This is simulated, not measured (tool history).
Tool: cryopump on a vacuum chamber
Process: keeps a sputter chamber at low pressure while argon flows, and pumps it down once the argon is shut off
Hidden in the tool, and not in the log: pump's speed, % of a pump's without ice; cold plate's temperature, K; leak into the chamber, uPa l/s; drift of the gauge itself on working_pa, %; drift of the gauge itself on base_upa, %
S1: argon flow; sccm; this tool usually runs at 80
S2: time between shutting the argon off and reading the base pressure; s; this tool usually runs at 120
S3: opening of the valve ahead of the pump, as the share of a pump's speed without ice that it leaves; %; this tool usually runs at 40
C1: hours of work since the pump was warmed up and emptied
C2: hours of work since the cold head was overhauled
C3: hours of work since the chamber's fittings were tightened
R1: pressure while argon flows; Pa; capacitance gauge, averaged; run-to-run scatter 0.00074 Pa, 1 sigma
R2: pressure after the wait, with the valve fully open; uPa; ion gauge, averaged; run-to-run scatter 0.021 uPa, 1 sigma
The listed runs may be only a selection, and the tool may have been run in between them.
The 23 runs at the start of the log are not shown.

run    hour   S1   S2  S3   C1    C2    C3      R1    R2
 24  1306.5   80   30  50  519  2845  1386  0.1317  1.81
     1333.2  -- pump warmed up, emptied and cooled again
 25  1375.7   80  120  47   32  2893  1435  0.1183   0.9
 26  1417.5   80  120  47   64  2925  1467  0.1189  0.92
 27  1493.5  102  120  36  122  2983  1525  0.1985  0.98
 28  1568.1   80   56  47  179  3040  1581  0.1217  1.26
 29  1624.8   65   56  25  222  3083  1625  0.1848  1.34
 30  1700.5   65   56  25  280  3141  1682  0.1854  1.35
 31    1775   80  120  28  336  3197  1739  0.2103  1.13

Run 32 comes next. What will it give?
 32  1840.7  41  120  40  386  3247  1789   ?   ?

Logged for run 32: R1 0.0779 Pa, R2 1.17 uPa.
With the hidden condition absent and the run-to-run variation left alone, this run would have shown R1 0.0701 Pa, R2 0.37 uPa.

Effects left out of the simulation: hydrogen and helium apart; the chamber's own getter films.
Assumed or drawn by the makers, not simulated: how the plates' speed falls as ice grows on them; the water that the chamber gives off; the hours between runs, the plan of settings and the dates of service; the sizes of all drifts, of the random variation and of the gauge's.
